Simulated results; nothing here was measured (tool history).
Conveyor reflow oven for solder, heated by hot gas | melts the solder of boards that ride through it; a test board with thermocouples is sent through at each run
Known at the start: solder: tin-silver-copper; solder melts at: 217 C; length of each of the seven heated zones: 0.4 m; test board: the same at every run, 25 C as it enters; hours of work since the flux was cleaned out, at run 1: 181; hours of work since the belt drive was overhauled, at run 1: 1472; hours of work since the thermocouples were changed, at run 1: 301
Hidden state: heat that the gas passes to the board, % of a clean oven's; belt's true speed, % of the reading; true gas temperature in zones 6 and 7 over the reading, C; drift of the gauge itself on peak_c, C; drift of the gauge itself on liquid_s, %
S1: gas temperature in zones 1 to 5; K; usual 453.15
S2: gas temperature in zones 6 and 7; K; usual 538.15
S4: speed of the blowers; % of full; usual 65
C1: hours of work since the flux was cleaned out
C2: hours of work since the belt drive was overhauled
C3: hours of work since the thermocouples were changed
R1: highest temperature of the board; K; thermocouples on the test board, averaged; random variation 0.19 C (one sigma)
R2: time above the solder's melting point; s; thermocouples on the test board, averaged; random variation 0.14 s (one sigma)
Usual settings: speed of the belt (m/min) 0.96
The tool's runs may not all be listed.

{"run": 1, "day": 0.0, "S1": 453.15, "S2": 538.15, "speed of the belt (m/min)": 0.96, "S4": 65, "C1": 181, "C2": 1472, "C3": 301, "R1": 517.75, "R2": 34.8}
{"run": 2, "day": 3.471, "S1": 453.15, "S2": 538.15, "speed of the belt (m/min)": 0.96, "S4": 65, "C1": 219, "C2": 1511, "C3": 339, "R1": 517.75, "R2": 34.8}
{"run": 3, "day": 5.908, "S1": 449.15, "S2": 538.15, "speed of the belt (m/min)": 0.96, "S4": 65, "C1": 247, "C2": 1538, "C3": 366, "R1": 516.75, "R2": 32.9}
{"run": 4, "day": 9.096, "S1": 449.15, "S2": 538.15, "speed of the belt (m/min)": 0.96, "S4": 65, "C1": 282, "C2": 1574, "C3": 402, "R1": 516.05, "R2": 32.6}
{"run": 5, "day": 11.45, "S1": 447.15, "S2": 538.15, "speed of the belt (m/min)": 0.96, "S4": 65, "C1": 308, "C2": 1600, "C3": 428, "R1": 515.75, "R2": 32}
{"run": 6, "day": 13.3, "S1": 453.15, "S2": 538.15, "speed of the belt (m/min)": 0.96, "S4": 53, "C1": 329, "C2": 1621, "C3": 449, "R1": 511.65, "R2": 29}
{"day": 15.738, "done": "flux residue cleaned out of gas plates and filters"}
{"run": 7, "day": 16.983, "S1": 453.15, "S2": 538.15, "speed of the belt (m/min)": 0.96, "S4": 53, "C1": 14, "C2": 1659, "C3": 488, "R1": 513.65, "R2": 30.8}
{"day": 18.629, "done": "belt drive overhauled, speed set with a stopwatch"}
{"run": 8, "day": 19.004, "S1": 443.15, "S2": 538.15, "speed of the belt (m/min)": 0.96, "S4": 65, "C1": 35, "C2": 4, "C3": 508, "R1": 514.45, "R2": 28.9}
{"run": 9, "day": 22.283, "S1": 459.15, "S2": 538.15, "speed of the belt (m/min)": 0.96, "S4": 65, "C1": 71, "C2": 41, "C3": 545, "R1": 518.45, "R2": 35.5}
{"run": 10, "day": 25.112, "S1": 453.15, "S2": 527.15, "speed of the belt (m/min)": 0.96, "S4": 65, "C1": 103, "C2": 72, "C3": 577, "R1": 508.05, "R2": 26.2}
{"run": 11, "day": 26.796, "S1": 453.15, "S2": 527.15, "speed of the belt (m/min)": 0.96, "S4": 65, "C1": 122, "C2": 91, "C3": 595, "R1": 507.65, "R2": 26.4}
{"run": 12, "day": 28.908, "S1": 453.15, "S2": 530.15, "speed of the belt (m/min)": 1.114, "S4": 65, "C1": 145, "C2": 115, "C3": 619, "R1": 504.45, "R2": 18.6}
{"run": 13, "day": 32.329, "S1": 448.15, "S2": 530.15, "speed of the belt (m/min)": 1.104, "S4": 65, "C1": 183, "C2": 153, "C3": 657, "R1": 503.55, "R2": 16.8}
{"run": 14, "day": 35.292, "S1": 453.15, "S2": 538.15, "speed of the belt (m/min)": 0.889, "S4": 65, "C1": 216, "C2": 186, "C3": 690, "R1": 518.85, "R2": 37.4}
{"run": 15, "day": 37.508, "S1": 453.15, "S2": 538.15, "speed of the belt (m/min)": 0.889, "S4": 65, "C1": 241, "C2": 211, "C3": 715, "R1": 518.35, "R2": 37.1}

The next listed run, before its measurement:
{"run": 16, "day": 39.408, "S1": 459.15, "S2": 538.15, "speed of the belt (m/min)": 1.001, "S4": 65, "C1": 262, "C2": 232, "C3": 736, "R1": "?", "R2": "?"}

{"run 16": {"R1": 515.65, "R2": 31.9}}
Without the tool's hidden state the same run would have given R1 517.65 K, R2 33.4 s.
